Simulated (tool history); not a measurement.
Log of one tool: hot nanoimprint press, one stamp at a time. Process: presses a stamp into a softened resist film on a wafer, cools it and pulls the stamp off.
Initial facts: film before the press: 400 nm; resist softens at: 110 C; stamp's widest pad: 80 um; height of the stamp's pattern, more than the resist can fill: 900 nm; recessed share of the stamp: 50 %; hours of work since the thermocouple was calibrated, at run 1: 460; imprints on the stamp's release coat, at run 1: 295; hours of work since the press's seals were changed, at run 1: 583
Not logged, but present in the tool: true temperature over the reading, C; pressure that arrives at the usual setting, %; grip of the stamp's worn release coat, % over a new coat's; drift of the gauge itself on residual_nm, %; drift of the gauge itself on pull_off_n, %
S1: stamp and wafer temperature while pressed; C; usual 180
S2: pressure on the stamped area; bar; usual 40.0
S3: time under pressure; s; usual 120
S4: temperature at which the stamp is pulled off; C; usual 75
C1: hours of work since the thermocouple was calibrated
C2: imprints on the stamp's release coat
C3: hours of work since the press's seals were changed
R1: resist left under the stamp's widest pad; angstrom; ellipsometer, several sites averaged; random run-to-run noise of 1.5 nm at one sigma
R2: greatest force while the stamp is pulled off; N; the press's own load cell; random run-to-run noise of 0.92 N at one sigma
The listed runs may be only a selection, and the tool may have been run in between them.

run	hour	S1	S2	S3	S4	C1	C2	C3	R1	R2
1	0.0	180	40.0	120	75	460	295	583	2340	117.3
2	36.2	180	40.0	120	75	476	392	600	2328	115.8
3	61.4	180	40.0	120	75	488	459	611	2366	118.6
4	100.9	180	40.0	120	75	506	565	629	2363	117.2
5	124.1	180	40.0	120	75	516	627	640	2361	117.8
6	164.8	180	40.0	120	75	535	735	658	2360	116.9
# hour 199.7: plate thermocouple calibrated
7	208.9	180	40.0	120	75	4	845	677	2348	117.1
8	244.2	180	40.0	120	75	20	939	693	2357	117.9
9	276.0	180	40.0	120	75	35	1024	707	2338	116.3
10	315.8	177	36.6	177	65	53	1130	725	2456	125.9
11	352.0	177	36.6	177	65	69	1227	742	2463	125.9
12	383.8	190	39.2	88	75	84	1312	756	1718	116.9
13	406.2	192	37.4	88	75	94	1372	766	1588	116.8
# hour 432.1: stamp cleaned and given a new release coat
14	438.0	185	40.0	196	75	105	15	778	1581	118.3
15	483.1	185	40.0	196	75	126	136	799	1568	117.2
16	514.5	191	40.0	95	68	140	220	813	1576	123.9
17	533.8	172	30.0	69	64	149	271	822	3562	126.1
18	553.7	177	30.0	69	64	158	324	831	3262	126.0

What if the next run were any one of these 5? Each begins from the tool's condition after run 18:
A	588.6	183	46.4	69	64	174	417	847	?	?
B	588.6	180	40.0	71	83	174	417	847	?	?
C	588.6	188	44.1	137	64	174	417	847	?	?
D	588.6	180	40.0	137	75	174	417	847	?	?
E	588.6	186	30.0	69	64	174	417	847	?	?

run	R1	R2
A	2324	125.8
B	2751	112.3
C	1489	123.6
D	2252	117.0
E	2438	125.1
With the hidden condition removed and each run's random variation left untouched, the same runs would have given:
run	R1	R2
A	2322	125.7
B	2749	112.2
C	1487	123.6
D	2250	116.9
E	2436	125.1

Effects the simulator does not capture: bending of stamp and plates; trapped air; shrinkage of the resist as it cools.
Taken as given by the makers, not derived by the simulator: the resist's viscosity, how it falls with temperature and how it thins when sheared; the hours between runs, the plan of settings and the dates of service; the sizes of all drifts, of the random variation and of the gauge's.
